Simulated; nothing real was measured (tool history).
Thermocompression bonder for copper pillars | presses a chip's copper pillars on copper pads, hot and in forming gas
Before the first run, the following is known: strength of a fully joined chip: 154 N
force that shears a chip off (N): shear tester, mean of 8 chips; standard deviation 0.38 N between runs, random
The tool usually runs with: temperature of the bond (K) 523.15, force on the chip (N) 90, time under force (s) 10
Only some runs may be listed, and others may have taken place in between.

| run | hour | temperature of the bond (K) | force on the chip (N) | time under force (s) | force that shears a chip off (N) |
|---|---|---|---|---|---|
| 1 | 0.0 | 523.15 | 90 | 10 | 112.9 |
| 2 | 11.5 | 523.15 | 90 | 10 | 112.7 |
| 3 | 24.2 | 523.15 | 90 | 20 | 129.2 |
| 4 | 37.8 | 523.15 | 90 | 20 | 128.2 |
|  | 40.8 | heater calibrated with a thermocouple chip |
| 5 | 57.7 | 523.15 | 90 | 10 | 116.0 |
| 6 | 67.0 | 523.15 | 90 | 10 | 115.3 |
| 7 | 81.5 | 523.15 | 90 | 10 | 115.8 |
|  | 91.2 | heater calibrated with a thermocouple chip, once more |
| 8 | 101.3 | 523.15 | 90 | 10 | 107.2 |
| 9 | 108.8 | 533.15 | 74 | 20 | 121.0 |
| 10 | 118.7 | 533.15 | 74 | 20 | 120.5 |
| 11 | 134.6 | 505.15 | 57 | 29 | 96.4 |
| 12 | 145.2 | 505.15 | 57 | 29 | 96.3 |
| 13 | 154.8 | 503.15 | 75 | 13 | 88.8 |
| 14 | 163.9 | 539.15 | 89 | 9 | 114.3 |

Below are 4 alternative next runs, each starting from the tool's condition after run 14. Predict each:
| A | 173.5 | 539.15 | 89 | 7 | ? |
| B | 173.5 | 541.15 | 60 | 10 | ? |
| C | 173.5 | 539.15 | 61 | 8 | ? |
| D | 173.5 | 523.15 | 122 | 10 | ? |

| run | force that shears a chip off (N) |
|---|---|
| A | 108.1 |
| B | 96.6 |
| C | 89.5 |
| D | 123.3 |
What these runs would have given with no unlogged condition in the tool:
| run | force that shears a chip off (N) |
|---|---|
| A | 111.3 |
| B | 99.3 |
| C | 92.0 |
| D | 127.3 |
